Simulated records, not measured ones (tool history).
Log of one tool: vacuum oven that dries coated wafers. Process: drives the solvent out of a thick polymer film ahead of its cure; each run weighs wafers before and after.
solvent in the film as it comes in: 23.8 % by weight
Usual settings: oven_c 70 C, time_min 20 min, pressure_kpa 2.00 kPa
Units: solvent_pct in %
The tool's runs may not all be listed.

run	hour	oven_c	time_min	pressure_kpa	solvent_pct
1	0.0	70	20	2.00	2.30
2	11.6	70	27	2.00	1.77
3	18.4	62	20	2.00	5.79
4	25.2	70	20	2.00	2.36
5	36.3	70	20	2.00	2.18
6	41.4	70	20	2.00	2.35
7	52.9	55	20	2.00	10.32
8	59.7	70	20	2.00	2.31
9	71.6	70	20	2.00	2.40
10	76.9	70	20	2.09	2.41
11	89.1	70	20	2.09	2.36
12	95.1	70	20	2.09	2.40
13	100.6	70	20	2.09	2.33
14	108.7	65	20	2.00	4.18
15	117.8	65	20	3.80	5.65
16	127.4	65	20	3.80	5.57
17	138.5	65	20	3.80	5.68
18	145.2	71	20	3.00	2.68
19	151.9	61	12	2.00	9.62
20	160.6	70	15	2.00	3.42
21	170.7	57	19	2.00	9.37
22	178.2	57	19	2.00	9.19
23	187.2	57	19	2.00	9.17
24	198.5	57	19	2.00	9.26
25	209.9	57	26	4.91	10.11

Forecast run 26:
26	218.9	57	26	4.91	?

{"run 26": {"solvent_pct": 10.16}}
Without the tool's hidden state the same run would have given solvent_pct 9.67 %.
